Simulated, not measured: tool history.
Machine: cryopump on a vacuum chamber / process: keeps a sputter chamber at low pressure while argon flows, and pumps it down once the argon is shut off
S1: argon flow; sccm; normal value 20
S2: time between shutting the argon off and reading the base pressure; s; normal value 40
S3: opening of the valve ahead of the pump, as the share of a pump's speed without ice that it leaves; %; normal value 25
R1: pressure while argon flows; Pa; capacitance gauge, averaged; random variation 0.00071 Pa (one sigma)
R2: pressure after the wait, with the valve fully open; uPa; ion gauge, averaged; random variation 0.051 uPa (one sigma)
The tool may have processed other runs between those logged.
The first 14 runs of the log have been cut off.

-- hour=649.2 leaking fittings of the chamber tightened, without venting
run 15 hour=656.4 | S1=20 S2=40 S3=25 | R1=0.1299 R2=3.20
run 16 hour=715.9 | S1=20 S2=40 S3=24 | R1=0.1348 R2=3.29
run 17 hour=770.8 | S1=19 S2=40 S3=17 | R1=0.1800 R2=3.31
-- hour=802.4 pump warmed up, emptied and cooled again
run 18 hour=822.2 | S1=19 S2=40 S3=17 | R1=0.1749 R2=3.23
run 19 hour=865.4 | S1=23 S2=37 S3=35 | R1=0.1039 R2=3.59
run 20 hour=922.6 | S1=23 S2=37 S3=35 | R1=0.1034 R2=3.56
run 21 hour=981.5 | S1=12 S2=55 S3=18 | R1=0.1045 R2=2.60
run 22 hour=1022.1 | S1=40 S2=120 S3=21 | R1=0.2980 R2=1.48
run 23 hour=1064.8 | S1=9 S2=40 S3=22 | R1=0.0643 R2=3.37
run 24 hour=1092.4 | S1=9 S2=40 S3=22 | R1=0.0644 R2=3.46
run 25 hour=1123.1 | S1=8 S2=61 S3=59 | R1=0.0227 R2=2.47
run 26 hour=1162.8 | S1=20 S2=40 S3=34 | R1=0.0933 R2=3.57
run 27 hour=1216.6 | S1=20 S2=40 S3=34 | R1=0.0940 R2=3.64
run 28 hour=1251.8 | S1=29 S2=41 S3=35 | R1=0.1331 R2=3.54
run 29 hour=1291.4 | S1=29 S2=41 S3=35 | R1=0.1347 R2=3.55
run 30 hour=1325.8 | S1=29 S2=41 S3=35 | R1=0.1342 R2=3.59

3 ways to go on from here, each from the tool as it stands after run 30. What would each give?
run A hour=1384.5 | S1=32 S2=106 S3=51 | R1=? R2=?
run B hour=1384.5 | S1=16 S2=173 S3=34 | R1=? R2=?
run C hour=1384.5 | S1=29 S2=29 S3=35 | R1=? R2=?

run=A R1=0.1038 R2=1.90
run=B R1=0.0742 R2=1.49
run=C R1=0.1343 R2=4.80
Had the tool no hidden state, the same runs would have come out as:
run=A R1=0.0978 R2=1.34
run=B R1=0.0711 R2=0.94
run=C R1=0.1288 R2=4.24

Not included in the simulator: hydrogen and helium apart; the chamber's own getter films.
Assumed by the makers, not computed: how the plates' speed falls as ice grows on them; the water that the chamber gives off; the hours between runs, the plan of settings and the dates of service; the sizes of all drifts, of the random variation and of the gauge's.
